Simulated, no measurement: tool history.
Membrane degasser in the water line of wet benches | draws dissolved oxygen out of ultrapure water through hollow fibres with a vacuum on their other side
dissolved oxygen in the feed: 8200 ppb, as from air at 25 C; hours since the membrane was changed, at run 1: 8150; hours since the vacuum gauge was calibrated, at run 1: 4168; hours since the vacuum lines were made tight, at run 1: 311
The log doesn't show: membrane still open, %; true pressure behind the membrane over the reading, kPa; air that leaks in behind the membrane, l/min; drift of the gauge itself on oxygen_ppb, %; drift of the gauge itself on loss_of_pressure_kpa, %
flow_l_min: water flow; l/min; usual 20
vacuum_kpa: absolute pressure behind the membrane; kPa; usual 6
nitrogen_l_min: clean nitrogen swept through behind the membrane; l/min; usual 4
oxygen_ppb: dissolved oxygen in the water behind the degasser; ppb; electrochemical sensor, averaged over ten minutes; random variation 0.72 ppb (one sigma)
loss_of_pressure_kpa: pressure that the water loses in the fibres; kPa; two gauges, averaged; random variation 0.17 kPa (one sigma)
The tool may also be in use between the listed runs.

| run | hour | flow_l_min | vacuum_kpa | nitrogen_l_min | hours since the membrane was changed | hours since the vacuum gauge was calibrated | hours since the vacuum lines were made tight | oxygen_ppb | loss_of_pressure_kpa |
|---|---|---|---|---|---|---|---|---|---|
| 1 | 0 | 20 | 6 | 4 | 8150 | 4168 | 311 | 76.8 | 26.07 |
| 2 | 105.2 | 20 | 6 | 4.99 | 8255 | 4274 | 416 | 69.8 | 26.16 |
| 3 | 229.6 | 20 | 6 | 4 | 8379 | 4398 | 541 | 77.2 | 26.28 |
| 4 | 424.3 | 20 | 6 | 4 | 8574 | 4593 | 735 | 78.1 | 26.2 |
| 5 | 517.1 | 20 | 6 | 4 | 8667 | 4686 | 828 | 79.3 | 26.51 |
| 6 | 707.4 | 20 | 6 | 5.48 | 8857 | 4876 | 1018 | 69.2 | 26.32 |
| 7 | 891.4 | 20 | 6 | 4 | 9041 | 5060 | 1203 | 78.8 | 26.32 |
| 8 | 1046.9 | 20 | 6 | 4 | 9196 | 5215 | 1358 | 78.1 | 26.57 |
| 9 | 1133.5 | 20 | 6 | 4 | 9283 | 5302 | 1445 | 79 | 26.3 |
| 10 | 1229.6 | 20 | 6 | 4 | 9379 | 5398 | 1541 | 78.5 | 26.49 |
| 11 | 1419.2 | 20 | 6 | 4 | 9569 | 5588 | 1730 | 79.3 | 26.4 |
| 12 | 1547.7 | 20 | 6 | 4 | 9697 | 5716 | 1859 | 81.1 | 26.49 |
| 13 | 1746.9 | 20 | 6 | 4 | 9896 | 5915 | 2058 | 80.9 | 26.4 |
| 14 | 1896.8 | 20 | 6 | 4 | 10046 | 6065 | 2208 | 81.5 | 26.37 |
| 15 | 2025.1 | 20 | 6 | 4 | 10175 | 6194 | 2336 | 80.4 | 26.47 |
| 16 | 2140 | 20 | 6 | 2.13 | 10290 | 6308 | 2451 | 112.6 | 26.82 |
| 17 | 2233.6 | 20 | 6.59 | 4 | 10383 | 6402 | 2545 | 88 | 26.74 |
| 18 | 2336.6 | 14 | 4.3 | 4.66 | 10486 | 6505 | 2648 | 17.4 | 18.62 |
| 19 | 2490.1 | 20 | 6 | 8.56 | 10640 | 6659 | 2801 | 62.7 | 26.29 |
| 20 | 2686 | 20 | 6 | 8.56 | 10836 | 6855 | 2997 | 63.1 | 26.82 |
| 21 | 2819.6 | 24 | 6.15 | 8.56 | 10969 | 6988 | 3131 | 119 | 32.22 |
| 22 | 2967.5 | 17 | 11.28 | 6.97 | 11117 | 7136 | 3279 | 71.7 | 22.59 |
| 23 | 3123.5 | 17 | 11.28 | 6.97 | 11273 | 7292 | 3435 | 72.1 | 22.68 |
|  | 3259.6 | vacuum gauge calibrated |
| 24 | 3261.7 | 21 | 11.28 | 2.02 | 11411 | 2 | 3572 | 249.8 | 28.15 |
| 25 | 3361.1 | 16 | 4.68 | 2.63 | 11510 | 101 | 3672 | 36.2 | 21.56 |
| 26 | 3511.5 | 27 | 6 | 3.3 | 11661 | 252 | 3822 | 205.9 | 35.96 |
| 27 | 3600.9 | 31 | 12.7 | 4.82 | 11750 | 341 | 3912 | 377.2 | 41.22 |
| 28 | 3725.1 | 31 | 12.7 | 4.82 | 11874 | 465 | 4036 | 376.9 | 41.51 |
| 29 | 3847 | 31 | 4.42 | 3.68 | 11996 | 587 | 4158 | 263 | 41.19 |
| 30 | 4031.6 | 19 | 6 | 1.63 | 12181 | 772 | 4342 | 112.7 | 25.58 |
| 31 | 4214.9 | 23 | 6.63 | 4 | 12364 | 955 | 4526 | 128.6 | 30.86 |
| 32 | 4349.4 | 23 | 6.63 | 4 | 12498 | 1090 | 4660 | 131.9 | 30.86 |
| 33 | 4508.5 | 20 | 8.75 | 4.95 | 12658 | 1249 | 4819 | 101.9 | 26.92 |

Forecast each of these 3 alternatives for the next run:
| A | 4639.5 | 23 | 6.06 | 3.77 | 12789 | 1380 | 4950 | ? | ? |
| B | 4639.5 | 32 | 6.79 | 4.95 | 12789 | 1380 | 4950 | ? | ? |
| C | 4639.5 | 29 | 11.94 | 6.58 | 12789 | 1380 | 4950 | ? | ? |

| run | oxygen_ppb | loss_of_pressure_kpa |
|---|---|---|
| A | 127.8 | 30.99 |
| B | 324.5 | 42.99 |
| C | 289.7 | 38.97 |
Without the tool's hidden state the same runs would have given:
| run | oxygen_ppb | loss_of_pressure_kpa |
|---|---|---|
| A | 102 | 28.86 |
| B | 263.1 | 40.02 |
| C | 241.4 | 36.28 |
